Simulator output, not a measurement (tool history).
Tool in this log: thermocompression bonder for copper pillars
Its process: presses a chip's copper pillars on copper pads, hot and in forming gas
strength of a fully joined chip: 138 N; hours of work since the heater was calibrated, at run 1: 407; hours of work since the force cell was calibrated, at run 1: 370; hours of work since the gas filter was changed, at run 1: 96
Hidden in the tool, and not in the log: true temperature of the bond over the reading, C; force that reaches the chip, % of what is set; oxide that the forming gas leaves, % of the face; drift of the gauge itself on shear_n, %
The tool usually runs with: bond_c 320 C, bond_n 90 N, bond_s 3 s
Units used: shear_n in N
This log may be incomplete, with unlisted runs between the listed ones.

run,hour,bond_c,bond_n,bond_s,hours of work since the heater was calibrated,hours of work since the force cell was calibrated,hours of work since the gas filter was changed,shear_n
1,0.0,320,90,3,407,370,96,89.2
2,14.8,320,90,3,417,380,106,88.5
3,28.8,320,90,3,426,390,115,89.5
4,37.1,320,90,3,432,395,121,88.2
5,51.9,320,90,3,442,405,131,90.1
6,64.5,320,90,3,450,414,139,90.5
# hour 67.6: force cell calibrated
7,74.2,320,90,3,456,4,145,90.0
8,90.6,323,90,3,467,15,156,90.0
9,102.0,323,90,3,474,23,163,90.3
10,116.6,320,90,3,484,33,173,87.1
11,124.0,320,70,3,489,38,178,77.0
12,138.6,320,71,4,499,47,188,83.2
13,147.1,321,90,2,505,53,193,78.6
# hour 152.3: force cell calibrated, once more
14,157.0,321,90,2,510,3,199,82.5
15,171.8,321,90,2,520,13,209,80.3
16,186.0,321,90,2,530,23,218,79.5
17,198.6,313,89,3,538,31,227,82.2
18,214.8,318,89,3,549,42,238,84.4
19,231.2,322,107,2,560,53,249,88.0
20,249.2,322,107,2,572,65,261,89.4

Below are 4 alternative next runs, each starting from the tool's condition after run 20. Predict each:
A,261.5,311,68,3,580,73,269,?
B,261.5,343,66,6,580,73,269,?
C,261.5,320,80,3,580,73,269,?
D,261.5,312,107,2,580,73,269,?

run,shear_n
A,69.2
B,108.1
C,82.1
D,79.2
Without the tool's unlogged condition, the same runs would have read:
run,shear_n
A,70.2
B,112.1
C,84.0
D,80.8
